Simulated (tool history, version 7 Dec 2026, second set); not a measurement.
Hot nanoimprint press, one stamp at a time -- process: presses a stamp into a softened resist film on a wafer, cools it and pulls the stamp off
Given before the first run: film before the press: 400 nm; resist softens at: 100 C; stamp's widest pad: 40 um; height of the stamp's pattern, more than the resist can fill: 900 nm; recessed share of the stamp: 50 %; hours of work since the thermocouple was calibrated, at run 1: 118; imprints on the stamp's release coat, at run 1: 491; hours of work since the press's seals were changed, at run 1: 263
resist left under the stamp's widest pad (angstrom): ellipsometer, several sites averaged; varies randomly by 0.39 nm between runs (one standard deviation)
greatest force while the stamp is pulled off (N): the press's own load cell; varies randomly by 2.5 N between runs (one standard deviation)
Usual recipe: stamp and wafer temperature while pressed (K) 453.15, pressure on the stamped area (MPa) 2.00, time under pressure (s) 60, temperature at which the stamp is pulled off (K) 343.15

run     day  stamp and wafer temperature while pressed (K)  pressure on the stamped area (MPa)  time under pressure (s)  temperature at which the stamp is pulled off (K)  hours of work since the thermocouple was calibrated  imprints on the stamp's release coat  hours of work since the press's seals were changed  resist left under the stamp's widest pad (angstrom)  greatest force while the stamp is pulled off (N)
  1   0.000                                         453.15                                2.00                       60                                            343.15                                                  118                                   491                                                 263                                                 1699                                               170
  2   0.388                                         453.15                                2.00                       60                                            335.15                                                  124                                   516                                                 269                                                 1695                                               183
  3   0.671                                         453.15                                2.00                       60                                            335.15                                                  128                                   534                                                 273                                                 1693                                               187
  4   1.142                                         453.15                                2.00                       60                                            335.15                                                  135                                   565                                                 280                                                 1692                                               192
  5   1.646                                         453.15                                2.68                       60                                            343.15                                                  143                                   598                                                 288                                                 1474                                               175
  6   2.129                                         453.15                                2.68                       60                                            343.15                                                  151                                   630                                                 296                                                 1478                                               182
  7   2.583                                         453.15                                2.68                       60                                            343.15                                                  158                                   659                                                 303                                                 1480                                               180
  8   3.004                                         453.15                                2.68                       60                                            343.15                                                  165                                   687                                                 309                                                 1469                                               179
  9   3.483                                         459.15                                2.68                       60                                            343.15                                                  172                                   718                                                 317                                                 1155                                               180
 10   3.967                                         459.15                                2.68                       60                                            343.15                                                  179                                   749                                                 324                                                 1163                                               181
      4.125  -- plate thermocouple calibrated
 11   4.321                                         459.15                                2.26                       60                                            343.15                                                    3                                   764                                                 328                                                 1253                                               182
 12   4.854                                         453.15                                2.00                       60                                            329.15                                                   11                                   799                                                 336                                                 1686                                               208
 13   5.267                                         453.15                                2.00                       60                                            343.15                                                   18                                   826                                                 343                                                 1673                                               180
      5.450  -- plate thermocouple calibrated, once more
 14   5.912                                         453.15                                2.00                       37                                            343.15                                                    7                                   860                                                 351                                                 2044                                               186
      6.504  -- stamp cleaned and given a new release coat
 15   6.542                                         453.15                                1.28                       37                                            343.15                                                   13                                     2                                                 357                                                 2432                                               154
 16   7.008                                         455.15                                2.00                       60                                            328.15                                                   20                                    33                                                 364                                                 1585                                               183
 17   7.488                                         455.15                                2.00                       60                                            328.15                                                   28                                    64                                                 372                                                 1578                                               181
 18   7.788                                         455.15                                2.00                       60                                            328.15                                                   33                                    84                                                 376                                                 1587                                               180
 19   8.250                                         455.15                                2.00                       60                                            328.15                                                   40                                   114                                                 383                                                 1580                                               187
 20   8.771                                         455.15                                2.00                       60                                            328.15                                                   48                                   148                                                 392                                                 1586                                               187
 21   9.300                                         450.15                                2.00                       60                                            328.15                                                   56                                   182                                                 400                                                 1913                                               189
 22   9.604                                         459.15                                2.00                       80                                            331.15                                                   61                                   202                                                 405                                                 1205                                               184
 23  10.054                                         459.15                                2.00                       80                                            331.15                                                   68                                   231                                                 412                                                 1199                                               189
 24  10.396                                         459.15                                1.56                       83                                            331.15                                                   73                                   254                                                 417                                                 1343                                               181
 25  10.888                                         459.15                                1.56                       83                                            331.15                                                   81                                   285                                                 425                                                 1342                                               182
 26  11.229                                         459.15                                1.56                       83                                            331.15                                                   86                                   308                                                 430                                                 1339                                               185
 27  11.533                                         459.15                                1.56                       83                                            331.15                                                   91                                   328                                                 435                                                 1333                                               187
 28  11.950                                         453.15                                2.43                       60                                            343.15                                                   98                                   355                                                 441                                                 1553                                               170
 29  12.358                                         453.15                                2.43                       60                                            343.15                                                  104                                   381                                                 448                                                 1548                                               168

Alternative continuations, all from the tool just after run 29; predict every row:
  A  12.896                                         453.15                                2.00                      103                                            343.15                                                  112                                   416                                                 456                                                    ?                                                 ?
  B  12.896                                         455.15                                1.44                       60                                            336.15                                                  112                                   416                                                 456                                                    ?                                                 ?
  C  12.896                                         453.15                                2.61                       62                                            350.15                                                  112                                   416                                                 456                                                    ?                                                 ?
  D  12.896                                         453.15                                2.21                       60                                            343.15                                                  112                                   416                                                 456                                                    ?                                                 ?

run  resist left under the stamp's widest pad (angstrom)  greatest force while the stamp is pulled off (N)
  A                                                 1370                                               169
  B                                                 1832                                               180
  C                                                 1478                                               158
  D                                                 1621                                               169
What these runs would have given with no unlogged condition in the tool:
run  resist left under the stamp's widest pad (angstrom)  greatest force while the stamp is pulled off (N)
  A                                                 1372                                               155
  B                                                 1839                                               166
  C                                                 1475                                               145
  D                                                 1621                                               155
